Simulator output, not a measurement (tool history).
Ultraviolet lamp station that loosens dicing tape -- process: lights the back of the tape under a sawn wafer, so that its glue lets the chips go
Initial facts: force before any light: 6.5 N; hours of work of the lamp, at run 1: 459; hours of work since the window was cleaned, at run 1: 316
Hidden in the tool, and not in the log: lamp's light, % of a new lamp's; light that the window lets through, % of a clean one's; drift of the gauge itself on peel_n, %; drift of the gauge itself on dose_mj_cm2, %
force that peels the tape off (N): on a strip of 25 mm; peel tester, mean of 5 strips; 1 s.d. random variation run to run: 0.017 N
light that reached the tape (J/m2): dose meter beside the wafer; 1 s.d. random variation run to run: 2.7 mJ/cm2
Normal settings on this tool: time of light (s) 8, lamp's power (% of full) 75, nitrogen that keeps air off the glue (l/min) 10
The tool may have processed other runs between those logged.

run	day	time of light (s)	lamp's power (% of full)	nitrogen that keeps air off the glue (l/min)	hours of work of the lamp	hours of work since the window was cleaned	force that peels the tape off (N)	light that reached the tape (J/m2)
1	0.000	8	75	10	459	316	0.807	3520
2	0.575	8	75	10	470	327	0.837	3600
3	1.121	8	75	10	480	337	0.835	3540
4	1.825	8	75	4	494	350	1.485	3550
5	2.283	8	75	16	502	359	0.617	3570
6	2.879	8	75	3	513	370	1.751	3540
7	3.658	5	75	10	528	385	1.678	2200
8	4.288	5	75	3	540	397	2.900	2220
9	5.025	5	75	3	554	411	2.878	2210
10	5.658	5	75	3	566	423	2.893	2220
11	6.358	5	75	3	579	436	2.838	2180
12	7.046	5	75	3	592	449	2.892	2210
13	7.600	10	71	10	603	459	0.600	4220
14	8.029	5	88	3	611	467	2.427	2570
# day 8.225: window cleaned of glue's vapour
15	8.838	11	66	5	625	12	0.990	4290
16	9.546	8	89	6	639	25	0.902	4240
17	10.362	11	63	16	654	40	0.453	4140
18	10.788	11	72	16	662	48	0.373	4730
19	11.192	9	72	5	670	56	1.169	3840
20	11.579	9	72	19	677	63	0.477	3840
21	12.092	4	75	16	687	73	1.777	1810
22	12.738	11	75	18	699	85	0.311	4890

Alternative continuations, all from the tool just after run 22; predict every row:
A	13.108	14	70	4	706	92	?	?
B	13.108	11	73	18	706	92	?	?
C	13.108	5	75	4	706	92	?	?
D	13.108	11	75	7	706	92	?	?

run	force that peels the tape off (N)	light that reached the tape (J/m2)
A	0.663	5810
B	0.326	4760
C	2.602	2210
D	0.571	4900
The same runs, with their run-to-run variation unchanged, on a tool lacking any hidden condition would have given:
run	force that peels the tape off (N)	light that reached the tape (J/m2)
A	0.660	5820
B	0.325	4770
C	2.596	2210
D	0.568	4920
